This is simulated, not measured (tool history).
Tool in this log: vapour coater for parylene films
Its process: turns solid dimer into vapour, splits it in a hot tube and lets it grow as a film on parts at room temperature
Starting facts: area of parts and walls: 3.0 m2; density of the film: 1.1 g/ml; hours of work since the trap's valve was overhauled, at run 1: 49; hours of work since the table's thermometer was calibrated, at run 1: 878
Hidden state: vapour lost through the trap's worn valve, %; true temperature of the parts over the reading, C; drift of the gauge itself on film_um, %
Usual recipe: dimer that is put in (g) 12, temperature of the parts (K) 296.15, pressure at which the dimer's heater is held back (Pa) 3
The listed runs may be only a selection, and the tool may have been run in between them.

run     day  dimer that is put in (g)  temperature of the parts (K)  pressure at which the dimer's heater is held back (Pa)  hours of work since the trap's valve was overhauled  hours of work since the table's thermometer was calibrated  thickness of the film (um)
  1       0                        12                        296.15                                                       3                                                   49                                                         878                        3.03
  2   1.296                        12                        296.15                                                    2.43                                                   67                                                         896                        3.06
  3   2.358                        12                        296.15                                                    2.43                                                   83                                                         911                        3.02
  4   4.538                        12                        296.15                                                    2.43                                                  114                                                         943                        3.04
  5   6.558                        12                        296.15                                                    2.43                                                  143                                                         972                        3.01
  6   7.629                        12                        296.15                                                    2.43                                                  158                                                         987                        3.01
  7   8.571                        12                        296.15                                                    2.43                                                  171                                                        1000                        3.07
  8   9.733                        12                        296.15                                                    2.43                                                  188                                                        1017                        2.99
  9  11.429                        12                        296.15                                                     2.2                                                  212                                                        1041                        3.02
 10  12.638                        12                        296.15                                                       3                                                  230                                                        1058                        2.95
 11  14.692                        12                        296.15                                                       3                                                  259                                                        1088                        2.91
 12  16.058                        12                        296.15                                                       3                                                  279                                                        1107                        2.92
 13  17.225                        12                        301.15                                                       3                                                  295                                                        1124                        2.62
 14  18.579                        12                        296.15                                                       3                                                  315                                                        1143                        2.87
 15  19.792                        12                        296.15                                                       3                                                  332                                                        1161                        2.88
     20.088  -- trap's valve overhauled
 16  21.058                        12                        296.15                                                       3                                                   14                                                        1176                        2.86
 17  22.538                        21                        296.15                                                       3                                                   35                                                        1198                        4.93
 18  23.675                        12                        303.15                                                       3                                                   51                                                        1214                        2.46
 19  24.654                        12                        303.15                                                       3                                                   65                                                        1228                        2.42
 20  26.617                        12                        303.15                                                    5.32                                                   93                                                        1256                        2.36
     28.175  -- trap's valve overhauled, once more
 21  28.425                        12                        303.15                                                    5.32                                                    4                                                        1279                        2.61
 22   29.95                        12                        303.15                                                    5.32                                                   25                                                        1301                        2.58
 23  31.462                        12                        296.15                                                    7.87                                                   47                                                        1323                        2.82
 24  32.821                         8                        293.15                                                    7.87                                                   66                                                        1342                        2.01
 25  33.758                         8                        293.15                                                    10.7                                                   80                                                        1356                        1.93
 26  35.258                         8                        289.15                                                    10.7                                                  101                                                        1377                        2.07
 27  36.275                        10                        305.15                                                    2.78                                                  116                                                        1392                        2.14
 28  37.988                         7                        297.15                                                    2.78                                                  140                                                        1416                        1.69
 29  38.971                         7                        297.15                                                    2.78                                                  154                                                        1430                        1.74
 30  40.121                        20                        296.15                                                    3.87                                                  171                                                        1447                        4.89
 31      42                        10                        295.15                                                    7.23                                                  198                                                        1474                        2.33
 32  43.917                         9                        305.15                                                    5.03                                                  225                                                        1501                        1.81
 33    46.1                        19                        290.15                                                    2.48                                                  256                                                        1532                        5.31
 34  47.246                         8                        307.15                                                    9.47                                                  273                                                        1549                        1.41
 35  49.333                         8                        307.15                                                    9.47                                                  303                                                        1578                         1.4
 36  51.146                         8                        307.15                                                    9.47                                                  328                                                        1604                        1.42
 37  52.242                        10                        296.15                                                    6.18                                                  344                                                        1620                        2.28
 38  53.367                         7                        295.15                                                    8.74                                                  360                                                        1636                        1.54
 39  54.896                         7                        295.15                                                    8.74                                                  382                                                        1658                        1.59
 40  55.779                        22                        295.15                                                    7.32                                                  395                                                        1671                           5
 41  56.871                         5                        295.15                                                    3.33                                                  410                                                        1686                        1.18
 42  58.375                         5                        295.15                                                    3.33                                                  432                                                        1708                        1.17
 43   59.95                        12                        296.15                                                    8.98                                                  454                                                        1730                         2.6
 44  61.617                        20                        296.15                                                    8.98                                                  478                                                        1754                        4.35
 45  62.596                         7                        308.15                                                    4.15                                                  492                                                        1768                        1.29
 46  64.062                         9                        290.15                                                       3                                                  513                                                        1789                        2.39

Each row is a separate what-if for the run after 46, all from the same tool condition, not one after another. Results?
  A  65.525                        17                        293.15                                                    6.39                                                  534                                                        1810                           ?
  B  65.525                         9                        290.15                                                       3                                                  534                                                        1810                           ?
  C  65.525                        22                        289.15                                                    2.15                                                  534                                                        1810                           ?
  D  65.525                         8                        291.15                                                    4.23                                                  534                                                        1810                           ?

run  thickness of the film (um)
  A                        3.95
  B                        2.36
  C                        5.89
  D                           2
Had the tool no hidden state, the same runs would have come out as:
run  thickness of the film (um)
  A                        4.27
  B                        2.56
  C                        6.46
  D                        2.16

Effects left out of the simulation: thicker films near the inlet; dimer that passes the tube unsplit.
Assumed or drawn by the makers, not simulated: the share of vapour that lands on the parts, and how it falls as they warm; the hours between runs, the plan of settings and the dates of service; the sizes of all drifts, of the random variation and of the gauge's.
